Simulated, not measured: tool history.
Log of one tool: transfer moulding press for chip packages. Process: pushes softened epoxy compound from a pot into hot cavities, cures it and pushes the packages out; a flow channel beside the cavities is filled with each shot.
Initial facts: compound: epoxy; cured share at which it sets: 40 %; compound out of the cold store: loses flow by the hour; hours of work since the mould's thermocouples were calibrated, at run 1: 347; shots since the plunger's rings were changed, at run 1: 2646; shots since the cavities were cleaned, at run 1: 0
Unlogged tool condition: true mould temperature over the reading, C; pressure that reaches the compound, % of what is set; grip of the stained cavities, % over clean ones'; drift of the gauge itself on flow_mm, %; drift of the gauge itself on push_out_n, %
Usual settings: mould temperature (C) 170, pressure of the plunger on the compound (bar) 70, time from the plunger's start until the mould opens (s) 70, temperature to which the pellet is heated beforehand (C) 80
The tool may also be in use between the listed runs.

run	day	mould temperature (C)	pressure of the plunger on the compound (bar)	time from the plunger's start until the mould opens (s)	temperature to which the pellet is heated beforehand (C)	hours of work since the mould's thermocouples were calibrated	shots since the plunger's rings were changed	shots since the cavities were cleaned	incoming compound's hours out of the cold store	length that the compound runs in the flow channel (mm)	greatest force on the pins that push the packages out (N)
1	0	170	70	70	80	347	2646	0	17.4	655	645
2	1.421	170	70	70	80	363	3001	355	35.3	582	827
# day 2.688: plunger's sealing rings changed
# day 3.458: cavities cleaned with cleaning compound and waxed
3	3.892	170	70	70	80	388	285	108	20.9	652	720
4	5.938	170	70	70	80	410	795	618	31.5	610	975
# day 6.946: cavities cleaned with cleaning compound and waxed
5	8.462	177	70	70	80	437	1410	379	34.2	588	639
6	9.817	177	70	70	80	452	1748	717	38.7	570	761
# day 10.388: cavities cleaned with cleaning compound and waxed
7	11.429	177	70	70	80	469	2134	260	26.5	611	550
# day 12.412: mould's thermocouples calibrated
# day 13.929: cavities cleaned with cleaning compound and waxed
8	14.067	170	70	70	80	17	2756	34	44	558	601
9	15.262	170	70	70	80	31	3055	333	38.1	574	860
# day 16.35: plunger's sealing rings changed
10	16.883	170	70	70	80	47	133	711	28.9	624	1041
# day 17.458: cavities cleaned with cleaning compound and waxed
11	18.154	170	70	70	80	60	435	174	30.1	617	752
12	19.608	170	70	70	80	76	797	536	40.5	575	923
# day 20.875: cavities cleaned with cleaning compound and waxed
13	21.779	170	70	70	73	99	1323	225	18.2	659	819
14	23.783	170	70	70	73	121	1824	726	37.3	584	1047
# day 24.4: cavities cleaned with cleaning compound and waxed
15	24.925	170	70	70	73	133	2093	131	8.7	696	793
16	26.312	170	70	90	79	148	2439	477	36.8	580	661
# day 27.842: cavities cleaned with cleaning compound and waxed
17	28.296	170	70	90	79	169	2919	114	30.3	606	473
# day 29.904: plunger's sealing rings changed
18	30.338	170	70	90	79	190	108	597	31.1	617	687
# day 31.367: cavities cleaned with cleaning compound and waxed
19	32.654	175	70	53	80	215	671	321	11.2	685	1274
20	34.117	167	70	87	80	231	1036	686	25.7	640	822
# day 34.788: cavities cleaned with cleaning compound and waxed
21	35.975	170	70	83	83	251	1484	296	24.6	637	624
# day 38.112: cavities cleaned with cleaning compound and waxed
22	38.258	170	70	83	83	275	2038	36	46.7	554	469
23	39.433	165	69.2	80	76	288	2331	329	36.4	589	880
# day 41.558: cavities cleaned with cleaning compound and waxed
24	41.633	165	69.2	80	76	311	2865	19	17.6	663	672

How would selected steps in length that the compound runs in the flow channel (mm) from run to run divide? Give the signed amount a tool lacking its hidden state would still show from settings, what came in and random variation, and the signed amount left for the hidden state, including any gauge scatter that is not in both of the compared results.
Run 9 -> 10: plunger's sealing rings changed. length that the compound runs in the flow channel (mm) +50: hidden state +14, all else +36.
Run 14 -> 15: cavities cleaned with cleaning compound and waxed. length that the compound runs in the flow channel (mm) +112: hidden state -3, all else +115.
Run 15 -> 16: time from the plunger's start until the mould opens (s) 70 -> 90, temperature to which the pellet is heated beforehand (C) 73 -> 79. length that the compound runs in the flow channel (mm) -116: hidden state +0, all else -116.
Run 17 -> 18: plunger's sealing rings changed. length that the compound runs in the flow channel (mm) +11: hidden state +16, all else -5.

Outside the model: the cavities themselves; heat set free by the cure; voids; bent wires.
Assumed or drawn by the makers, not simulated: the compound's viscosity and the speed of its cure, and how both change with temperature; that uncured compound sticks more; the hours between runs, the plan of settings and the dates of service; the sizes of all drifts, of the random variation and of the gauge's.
